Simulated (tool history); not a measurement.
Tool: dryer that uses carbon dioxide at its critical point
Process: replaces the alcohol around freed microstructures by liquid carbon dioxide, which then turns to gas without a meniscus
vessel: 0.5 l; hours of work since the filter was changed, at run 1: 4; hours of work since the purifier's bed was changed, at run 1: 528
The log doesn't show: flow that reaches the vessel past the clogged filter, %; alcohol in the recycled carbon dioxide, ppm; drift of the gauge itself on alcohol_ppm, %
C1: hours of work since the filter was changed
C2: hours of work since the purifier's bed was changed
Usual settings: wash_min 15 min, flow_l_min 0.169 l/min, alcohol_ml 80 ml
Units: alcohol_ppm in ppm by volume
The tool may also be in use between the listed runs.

run 1 hour=0.0 | wash_min=15 flow_l_min=0.169 alcohol_ml=80 | C1=4 C2=528 | alcohol_ppm=1924
run 2 hour=13.6 | wash_min=15 flow_l_min=0.169 alcohol_ml=80 | C1=10 C2=534 | alcohol_ppm=1915
run 3 hour=43.9 | wash_min=15 flow_l_min=0.169 alcohol_ml=80 | C1=24 C2=548 | alcohol_ppm=1958
run 4 hour=56.6 | wash_min=15 flow_l_min=0.169 alcohol_ml=80 | C1=30 C2=554 | alcohol_ppm=1997
run 5 hour=84.9 | wash_min=15 flow_l_min=0.169 alcohol_ml=80 | C1=43 C2=567 | alcohol_ppm=2028
run 6 hour=109.9 | wash_min=15 flow_l_min=0.169 alcohol_ml=80 | C1=54 C2=578 | alcohol_ppm=2057
run 7 hour=138.4 | wash_min=15 flow_l_min=0.169 alcohol_ml=81 | C1=67 C2=591 | alcohol_ppm=2074
run 8 hour=153.7 | wash_min=15 flow_l_min=0.169 alcohol_ml=81 | C1=74 C2=598 | alcohol_ppm=2106
run 9 hour=173.4 | wash_min=15 flow_l_min=0.169 alcohol_ml=81 | C1=83 C2=607 | alcohol_ppm=2196
run 10 hour=188.9 | wash_min=15 flow_l_min=0.169 alcohol_ml=67 | C1=90 C2=614 | alcohol_ppm=1844
-- hour=203.5 purifier's bed changed
run 11 hour=204.9 | wash_min=15 flow_l_min=0.169 alcohol_ml=67 | C1=96 C2=1 | alcohol_ppm=1655
run 12 hour=235.2 | wash_min=15 flow_l_min=0.169 alcohol_ml=80 | C1=110 C2=14 | alcohol_ppm=1997
run 13 hour=258.0 | wash_min=15 flow_l_min=0.169 alcohol_ml=65 | C1=120 C2=25 | alcohol_ppm=1701
run 14 hour=277.1 | wash_min=15 flow_l_min=0.188 alcohol_ml=80 | C1=129 C2=34 | alcohol_ppm=1278
run 15 hour=295.0 | wash_min=15 flow_l_min=0.169 alcohol_ml=80 | C1=137 C2=42 | alcohol_ppm=2065
run 16 hour=309.7 | wash_min=15 flow_l_min=0.153 alcohol_ml=80 | C1=144 C2=49 | alcohol_ppm=3201
run 17 hour=324.9 | wash_min=23 flow_l_min=0.169 alcohol_ml=80 | C1=151 C2=56 | alcohol_ppm=226
run 18 hour=342.0 | wash_min=15 flow_l_min=0.192 alcohol_ml=80 | C1=159 C2=63 | alcohol_ppm=1233
run 19 hour=369.5 | wash_min=15 flow_l_min=0.192 alcohol_ml=80 | C1=171 C2=76 | alcohol_ppm=1238
run 20 hour=384.7 | wash_min=15 flow_l_min=0.192 alcohol_ml=80 | C1=178 C2=83 | alcohol_ppm=1248
run 21 hour=409.5 | wash_min=15 flow_l_min=0.169 alcohol_ml=51 | C1=190 C2=94 | alcohol_ppm=1452
run 22 hour=434.5 | wash_min=15 flow_l_min=0.169 alcohol_ml=51 | C1=201 C2=106 | alcohol_ppm=1496
run 23 hour=463.3 | wash_min=15 flow_l_min=0.169 alcohol_ml=80 | C1=214 C2=119 | alcohol_ppm=2376
run 24 hour=483.6 | wash_min=15 flow_l_min=0.156 alcohol_ml=80 | C1=224 C2=128 | alcohol_ppm=3366
run 25 hour=497.7 | wash_min=15 flow_l_min=0.156 alcohol_ml=80 | C1=230 C2=135 | alcohol_ppm=3423
run 26 hour=523.6 | wash_min=15 flow_l_min=0.156 alcohol_ml=80 | C1=242 C2=146 | alcohol_ppm=3396
run 27 hour=550.0 | wash_min=15 flow_l_min=0.156 alcohol_ml=80 | C1=254 C2=159 | alcohol_ppm=3396
run 28 hour=574.6 | wash_min=11 flow_l_min=0.198 alcohol_ml=30 | C1=265 C2=170 | alcohol_ppm=1696
run 29 hour=595.8 | wash_min=11 flow_l_min=0.198 alcohol_ml=30 | C1=275 C2=180 | alcohol_ppm=1746
run 30 hour=618.7 | wash_min=11 flow_l_min=0.198 alcohol_ml=30 | C1=286 C2=190 | alcohol_ppm=1750
run 31 hour=637.8 | wash_min=15 flow_l_min=0.191 alcohol_ml=80 | C1=294 C2=199 | alcohol_ppm=1530
run 32 hour=653.0 | wash_min=15 flow_l_min=0.191 alcohol_ml=80 | C1=301 C2=206 | alcohol_ppm=1552
run 33 hour=672.7 | wash_min=15 flow_l_min=0.191 alcohol_ml=80 | C1=310 C2=215 | alcohol_ppm=1632
run 34 hour=695.1 | wash_min=15 flow_l_min=0.191 alcohol_ml=80 | C1=320 C2=225 | alcohol_ppm=1581
run 35 hour=708.7 | wash_min=9 flow_l_min=0.191 alcohol_ml=80 | C1=327 C2=231 | alcohol_ppm=10114
run 36 hour=733.6 | wash_min=13 flow_l_min=0.191 alcohol_ml=80 | C1=338 C2=243 | alcohol_ppm=3037
run 37 hour=750.1 | wash_min=15 flow_l_min=0.146 alcohol_ml=80 | C1=346 C2=250 | alcohol_ppm=4865
run 38 hour=778.3 | wash_min=22 flow_l_min=0.131 alcohol_ml=80 | C1=359 C2=263 | alcohol_ppm=1764
run 39 hour=795.7 | wash_min=22 flow_l_min=0.212 alcohol_ml=90 | C1=367 C2=271 | alcohol_ppm=197
run 40 hour=824.1 | wash_min=15 flow_l_min=0.205 alcohol_ml=23 | C1=380 C2=284 | alcohol_ppm=417
run 41 hour=849.4 | wash_min=15 flow_l_min=0.267 alcohol_ml=52 | C1=391 C2=296 | alcohol_ppm=280
run 42 hour=872.9 | wash_min=15 flow_l_min=0.267 alcohol_ml=52 | C1=402 C2=306 | alcohol_ppm=270
run 43 hour=900.4 | wash_min=15 flow_l_min=0.221 alcohol_ml=52 | C1=414 C2=319 | alcohol_ppm=664
run 44 hour=930.6 | wash_min=17 flow_l_min=0.285 alcohol_ml=80 | C1=428 C2=333 | alcohol_ppm=175
run 45 hour=944.4 | wash_min=17 flow_l_min=0.285 alcohol_ml=80 | C1=435 C2=339 | alcohol_ppm=182
run 46 hour=973.2 | wash_min=17 flow_l_min=0.285 alcohol_ml=80 | C1=448 C2=352 | alcohol_ppm=194
run 47 hour=995.1 | wash_min=15 flow_l_min=0.156 alcohol_ml=80 | C1=458 C2=362 | alcohol_ppm=4586

The same runs without the tool's hidden state, with the same run-to-run variation:
run=1 alcohol_ppm=1757
run=2 alcohol_ppm=1734
run=3 alcohol_ppm=1738
run=4 alcohol_ppm=1759
run=5 alcohol_ppm=1756
run=6 alcohol_ppm=1753
run=7 alcohol_ppm=1742
run=8 alcohol_ppm=1752
run=9 alcohol_ppm=1802
run=10 alcohol_ppm=1474
run=11 alcohol_ppm=1450
run=12 alcohol_ppm=1714
run=13 alcohol_ppm=1436
run=14 alcohol_ppm=1040
run=15 alcohol_ppm=1701
run=16 alcohol_ppm=2664
run=17 alcohol_ppm=151
run=18 alcohol_ppm=946
run=19 alcohol_ppm=930
run=20 alcohol_ppm=925
run=21 alcohol_ppm=1099
run=22 alcohol_ppm=1110
run=23 alcohol_ppm=1742
run=24 alcohol_ppm=2505
run=25 alcohol_ppm=2522
run=26 alcohol_ppm=2463
run=27 alcohol_ppm=2427
run=28 alcohol_ppm=1201
run=29 alcohol_ppm=1226
run=30 alcohol_ppm=1211
run=31 alcohol_ppm=933
run=32 alcohol_ppm=938
run=33 alcohol_ppm=972
run=34 alcohol_ppm=928
run=35 alcohol_ppm=7412
run=36 alcohol_ppm=1885
run=37 alcohol_ppm=3186
run=38 alcohol_ppm=966
run=39 alcohol_ppm=55
run=40 alcohol_ppm=178
run=41 alcohol_ppm=92
run=42 alcohol_ppm=75
run=43 alcohol_ppm=269
run=44 alcohol_ppm=27
run=45 alcohol_ppm=32
run=46 alcohol_ppm=33
run=47 alcohol_ppm=2513
